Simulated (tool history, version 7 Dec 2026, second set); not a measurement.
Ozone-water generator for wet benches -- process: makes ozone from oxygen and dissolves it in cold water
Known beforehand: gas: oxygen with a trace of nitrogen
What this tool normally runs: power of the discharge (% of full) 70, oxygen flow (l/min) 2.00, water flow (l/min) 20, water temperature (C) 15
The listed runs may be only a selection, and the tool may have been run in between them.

run,day,power of the discharge (% of full),oxygen flow (l/min),water flow (l/min),water temperature (C),dissolved ozone (ppm),ozone in the gas ahead of the water (g/m3)
1,0.000,70,2.00,20,15,12.2,220.3
2,2.167,70,2.00,14,15,17.9,215.8
3,3.521,70,2.00,14,15,17.7,215.9
4,4.667,70,2.00,14,15,18.1,218.8
5,6.367,70,2.00,14,15,17.9,216.9
6,8.254,70,2.00,14,15,17.8,214.7
7,10.246,70,2.00,20,15,12.3,215.7
8,12.112,70,2.00,20,15,12.3,215.0
9,13.538,70,2.00,20,15,12.0,215.1
10,14.742,70,2.00,20,15,12.0,216.7
# day 14.917: water thermometer calibrated
11,16.771,70,2.00,20,15,12.0,216.0
12,17.704,70,2.00,20,15,12.3,217.0
13,19.275,41,2.97,20,15,8.0,106.4
14,20.646,44,2.00,26,15,6.0,147.9
15,21.733,100,2.00,26,18,11.8,288.8
# day 22.512: water thermometer calibrated, once more
16,23.283,100,2.52,16,18,20.7,247.7
17,24.533,100,2.52,16,18,20.8,247.6
18,26.321,100,2.52,16,18,20.5,248.1

Run 19 is up next; what results do you expect?
19,28.433,100,2.52,16,18,?,?

dissolved ozone (ppm): 20.6
ozone in the gas ahead of the water (g/m3): 248.4
If the tool had no hidden condition, the same run with the same run-to-run variation would have returned dissolved ozone (ppm) 22.7, ozone in the gas ahead of the water (g/m3) 266.0.

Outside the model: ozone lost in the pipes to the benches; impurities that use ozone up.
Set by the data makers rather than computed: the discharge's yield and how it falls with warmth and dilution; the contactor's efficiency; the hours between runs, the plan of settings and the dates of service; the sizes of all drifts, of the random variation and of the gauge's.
